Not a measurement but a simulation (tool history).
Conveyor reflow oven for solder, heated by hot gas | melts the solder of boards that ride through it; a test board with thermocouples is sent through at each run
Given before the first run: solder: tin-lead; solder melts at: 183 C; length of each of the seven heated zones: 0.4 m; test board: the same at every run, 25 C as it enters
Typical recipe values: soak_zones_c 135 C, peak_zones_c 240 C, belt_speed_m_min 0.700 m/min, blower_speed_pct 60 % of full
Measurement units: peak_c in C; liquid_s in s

run   hour  soak_zones_c  peak_zones_c  belt_speed_m_min  blower_speed_pct  peak_c  liquid_s
  1    0.0           135           240             0.700                60   218.2      51.0
  2   26.1           135           240             0.700                60   218.0      50.7
  3   44.0           135           240             0.700                60   218.3      50.9
  4   72.7           135           240             0.700                60   218.0      51.0
  5   97.2           135           240             0.812                60   212.1      38.9
  6  115.8           135           240             0.812                60   212.6      39.0
  7  143.4           135           240             0.768                60   214.0      42.8
  8  170.3           123           240             0.700                60   215.3      45.5
  9  199.4           123           240             0.700                60   215.5      45.3
 10  228.2           123           247             0.700                60   221.2      49.7
 11  246.7           135           240             0.700                59   217.7      50.3
 12  278.6           135           240             0.700                59   216.9      50.4
 13  297.0           135           240             0.700                88   223.9      55.2
 14  324.1           135           240             0.700                60   217.7      50.6
 15  353.8           139           247             0.762                62   221.5      49.8
 16  378.0           125           232             0.700                59   207.7      40.0
 17  401.4           125           232             0.700                59   208.1      40.3
 18  421.5           125           232             0.700                59   208.3      40.1
 19  446.0           125           232             0.700                59   208.0      39.8
 20  473.2           136           246             0.685                53   221.5      54.9
 21  498.1           150           240             0.700                88   225.8      62.0
 22  517.8           150           240             0.700                88   225.4      61.6
 23  541.8           148           247             0.700                85   231.1      63.6
 24  564.0           135           253             0.700                76   232.3      60.5
 25  597.2           143           252             0.825                60   222.3      47.0
 26  612.1           123           230             0.825                60   199.9      24.9
 27  637.6           123           230             0.825                60   199.6      24.5
 28  663.8           123           230             0.825                60   199.9      24.5

Between the runs listed above, the log contained 3 entries, not reproduced here. Where in the sequence does each belong, and how does what the log doesn't record of the tool's condition differ from the listed run before to the listed run after?
From run 16 to run 17: belt drive overhauled, speed set with a stopwatch (hour 384.0)
  heat that the gas passes to the board, % of a clean oven's: 95.6 -> 95.5; belt's true speed, % of the reading: 98.77 -> 98.33; true gas temperature in zones 6 and 7 over the reading, C: -1.28 -> -1.31
  measured value less the no-hidden-state value, peak_c: -1.7 -> -1.6 C; liquid_s: -1.2 -> -0.9 s
From run 24 to run 25: flux residue cleaned out of gas plates and filters (hour 570.4); belt drive overhauled, speed set with a stopwatch, once more (hour 575.9)
  heat that the gas passes to the board, % of a clean oven's: 94.6 -> 99.5; belt's true speed, % of the reading: 98.17 -> 99.94; true gas temperature in zones 6 and 7 over the reading, C: -1.57 -> -1.6
  measured value less the no-hidden-state value, peak_c: -2.3 -> -1.4 C; liquid_s: +0.0 -> -0.7 s

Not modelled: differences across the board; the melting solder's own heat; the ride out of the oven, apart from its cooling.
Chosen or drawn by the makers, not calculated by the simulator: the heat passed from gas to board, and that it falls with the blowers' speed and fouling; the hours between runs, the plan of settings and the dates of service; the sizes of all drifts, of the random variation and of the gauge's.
